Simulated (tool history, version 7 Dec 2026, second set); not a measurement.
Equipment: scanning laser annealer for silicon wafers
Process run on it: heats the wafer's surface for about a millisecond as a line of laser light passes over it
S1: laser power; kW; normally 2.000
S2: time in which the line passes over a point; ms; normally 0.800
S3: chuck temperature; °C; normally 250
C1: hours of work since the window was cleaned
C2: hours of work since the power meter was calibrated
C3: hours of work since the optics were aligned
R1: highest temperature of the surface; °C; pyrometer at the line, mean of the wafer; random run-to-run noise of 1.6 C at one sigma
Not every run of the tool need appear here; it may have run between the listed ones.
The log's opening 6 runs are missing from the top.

| run | day | S1 | S2 | S3 | C1 | C2 | C3 | R1 |
|---|---|---|---|---|---|---|---|---|
| 7 | 2.133 | 2.000 | 0.750 | 250 | 189 | 250 | 848 | 952 |
| 8 | 2.442 | 2.000 | 0.750 | 250 | 193 | 255 | 853 | 950 |
| 9 | 2.746 | 2.000 | 0.800 | 250 | 198 | 259 | 857 | 978 |
| 10 | 3.025 | 2.000 | 0.694 | 250 | 202 | 264 | 862 | 921 |
| 11 | 3.442 | 2.079 | 0.694 | 250 | 209 | 270 | 868 | 952 |
| 12 | 3.846 | 2.079 | 0.694 | 250 | 215 | 276 | 874 | 953 |
| 13 | 4.108 | 2.079 | 0.694 | 250 | 219 | 280 | 878 | 953 |
| 14 | 4.417 | 1.945 | 0.800 | 250 | 224 | 285 | 883 | 955 |
| 15 | 4.675 | 1.945 | 0.800 | 250 | 228 | 289 | 887 | 956 |
| 16 | 4.904 | 2.000 | 0.800 | 250 | 231 | 293 | 890 | 978 |
| 17 | 5.312 | 2.000 | 0.800 | 250 | 237 | 299 | 897 | 980 |
| 18 | 5.583 | 2.000 | 0.800 | 250 | 242 | 303 | 901 | 977 |
| 19 | 5.792 | 2.124 | 0.800 | 250 | 245 | 306 | 904 | 1030 |
| 20 | 6.138 | 2.000 | 0.800 | 255 | 250 | 312 | 909 | 983 |

Run 21 is up next; what results do you expect?
| 21 | 6.538 | 1.944 | 0.689 | 226 | 256 | 318 | 916 | ? |

Run 21 gave R1 877 °C.
If the tool had no hidden condition, the same run with the same run-to-run variation would have returned R1 878 °C.

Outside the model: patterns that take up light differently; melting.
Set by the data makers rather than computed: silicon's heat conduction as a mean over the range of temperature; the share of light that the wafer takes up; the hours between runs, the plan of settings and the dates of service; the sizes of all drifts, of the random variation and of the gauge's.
